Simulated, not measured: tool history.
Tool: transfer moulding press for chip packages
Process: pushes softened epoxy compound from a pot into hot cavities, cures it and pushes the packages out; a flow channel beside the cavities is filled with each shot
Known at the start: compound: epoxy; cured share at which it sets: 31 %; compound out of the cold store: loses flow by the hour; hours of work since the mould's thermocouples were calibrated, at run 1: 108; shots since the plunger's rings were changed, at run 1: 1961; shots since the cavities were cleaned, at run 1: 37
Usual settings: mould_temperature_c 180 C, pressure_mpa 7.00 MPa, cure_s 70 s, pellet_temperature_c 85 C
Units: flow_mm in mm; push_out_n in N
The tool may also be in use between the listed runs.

run	day	mould_temperature_c	pressure_mpa	cure_s	pellet_temperature_c	hours of work since the mould's thermocouples were calibrated	shots since the plunger's rings were changed	shots since the cavities were cleaned	incoming compound's hours out of the cold store	flow_mm	push_out_n
1	0.000	180	7.00	70	85	108	1961	37	31.9	794	501
2	0.458	180	7.00	70	85	115	2113	189	11.0	905	537
3	0.704	180	7.00	70	90	118	2194	270	9.6	905	547
4	1.112	180	7.00	70	90	124	2330	406	25.4	821	511
5	1.312	180	7.00	70	90	127	2397	473	46.9	745	467
# day 1.775: plunger's sealing rings changed
6	1.788	180	7.00	70	90	133	5	596	14.0	900	515
7	2.208	180	7.00	70	90	139	144	735	17.6	870	523
8	2.521	180	8.47	70	90	144	248	839	21.3	951	540
9	2.946	180	7.00	70	95	150	389	980	38.3	760	489
# day 3.212: cavities cleaned with cleaning compound and waxed
10	3.271	180	7.00	70	95	154	476	19	36.0	789	490
11	3.579	180	7.00	70	95	158	579	122	30.5	816	487
12	3.821	180	7.00	70	85	162	659	202	18.9	865	518
13	4.262	180	7.61	70	85	168	805	348	18.2	914	518
14	4.592	180	7.61	70	85	173	915	458	12.7	941	545
15	4.988	180	7.00	70	85	179	1046	589	46.6	751	483

Forecast run 16:
16	5.200	180	7.00	70	85	182	1116	659	10.4	?	?

flow_mm: 921 mm
push_out_n: 557 N
Without the tool's hidden state the same run would have given flow_mm 921 mm, push_out_n 553 N.

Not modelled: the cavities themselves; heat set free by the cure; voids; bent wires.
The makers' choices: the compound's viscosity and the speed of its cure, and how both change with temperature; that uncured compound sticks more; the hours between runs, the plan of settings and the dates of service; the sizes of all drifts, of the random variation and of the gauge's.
